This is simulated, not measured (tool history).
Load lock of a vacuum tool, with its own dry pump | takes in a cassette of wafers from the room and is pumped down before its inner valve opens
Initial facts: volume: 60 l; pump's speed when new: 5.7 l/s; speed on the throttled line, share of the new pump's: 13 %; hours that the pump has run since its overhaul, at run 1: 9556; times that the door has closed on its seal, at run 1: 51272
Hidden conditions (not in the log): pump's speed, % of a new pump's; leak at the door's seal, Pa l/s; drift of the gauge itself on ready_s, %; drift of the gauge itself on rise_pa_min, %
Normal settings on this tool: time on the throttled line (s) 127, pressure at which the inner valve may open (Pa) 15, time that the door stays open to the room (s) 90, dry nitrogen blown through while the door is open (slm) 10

run    hour  time on the throttled line (s)  pressure at which the inner valve may open (Pa)  time that the door stays open to the room (s)  dry nitrogen blown through while the door is open (slm)  hours that the pump has run since its overhaul  times that the door has closed on its seal  incoming humidity of the room's air, %  time from the closed door until the inner valve may open (s)  rise of the pressure with all valves shut (Pa/min)
  1     0.0                             127                                               15                                             90                                                       10                                            9556                                       51272                                    45.7                                                         215.3                                               0.413
  2   321.8                             127                                               15                                             90                                                       10                                            9878                                       52573                                    43.0                                                         215.8                                               0.423
  3   563.4                             127                                               15                                             90                                                       10                                           10119                                       53550                                    45.0                                                         215.6                                               0.437
  4   854.9                             127                                               15                                             90                                                       10                                           10411                                       54730                                    43.0                                                         216.1                                               0.461
  5  1121.8                             127                                               15                                             90                                                       10                                           10678                                       55809                                    43.1                                                         216.8                                               0.479
  6  1367.6                             127                                               15                                             90                                                       10                                           10924                                       56803                                    46.2                                                         217.3                                               0.486
  7  1719.3                             127                                               27                                             90                                                       10                                           11275                                       58226                                    47.9                                                         209.9                                               0.505
  8  2116.9                             127                                               27                                             44                                                       10                                           11673                                       59834                                    45.6                                                         210.5                                               0.529
  9  2483.8                             127                                               15                                             90                                                       10                                           12040                                       61318                                    42.4                                                         220.1                                               0.550
 10  2801.7                             127                                               15                                             90                                                       10                                           12358                                       62604                                    46.8                                                         221.3                                               0.579
 11  2994.3                             127                                               15                                             90                                                       10                                           12550                                       63383                                    41.8                                                         220.3                                               0.580
     3025.0  -- door's seal changed, seat wiped
 12  3370.9                             182                                               15                                             90                                                       10                                           12925                                        1399                                    45.6                                                         265.7                                               0.041
 13  3726.0                             182                                               15                                             90                                                       10                                           13280                                        2836                                    44.4                                                         266.8                                               0.047
 14  3888.1                             182                                               18                                             90                                                       10                                           13443                                        3491                                    47.0                                                         263.8                                               0.053
 15  4134.6                             182                                               18                                             90                                                       10                                           13689                                        4488                                    45.1                                                         267.1                                               0.050
 16  4506.5                             182                                               18                                             90                                                       10                                           14061                                        5992                                    47.4                                                         264.2                                               0.050
 17  4882.6                             182                                               18                                             90                                                       10                                           14437                                        7513                                    43.5                                                         267.0                                               0.061
 18  5259.0                             182                                               18                                             90                                                       10                                           14814                                        9036                                    43.8                                                         267.2                                               0.068
 19  5650.8                             182                                               18                                             90                                                       10                                           15205                                       10621                                    45.4                                                         265.0                                               0.078
 20  6045.6                             162                                               19                                            160                                                        9                                           15600                                       12218                                    49.0                                                         254.2                                               0.096
 21  6301.0                             127                                               15                                             90                                                        9                                           15855                                       13251                                    46.2                                                         224.4                                               0.087
 22  6568.1                              76                                               11                                             90                                                        7                                           16123                                       14331                                    43.6                                                         186.6                                               0.093
 23  6780.7                              76                                               11                                             90                                                        7                                           16335                                       15191                                    43.0                                                         189.3                                               0.099
 24  7012.0                             127                                               16                                            114                                                       40                                           16566                                       16127                                    43.6                                                         227.7                                               0.088

Run 25, settings as shown, results not yet in. Your forecast:
 25  7330.8                             124                                               22                                            132                                                       11                                           16885                                       17416                                    44.4                                                             ?                                                   ?

{"run 25": {"time from the closed door until the inner valve may open (s)": 219.0, "rise of the pressure with all valves shut (Pa/min)": 0.118}}
With the hidden condition absent and the run-to-run variation left alone, this run would have shown time from the closed door until the inner valve may open (s) 197.3, rise of the pressure with all valves shut (Pa/min) 0.042.
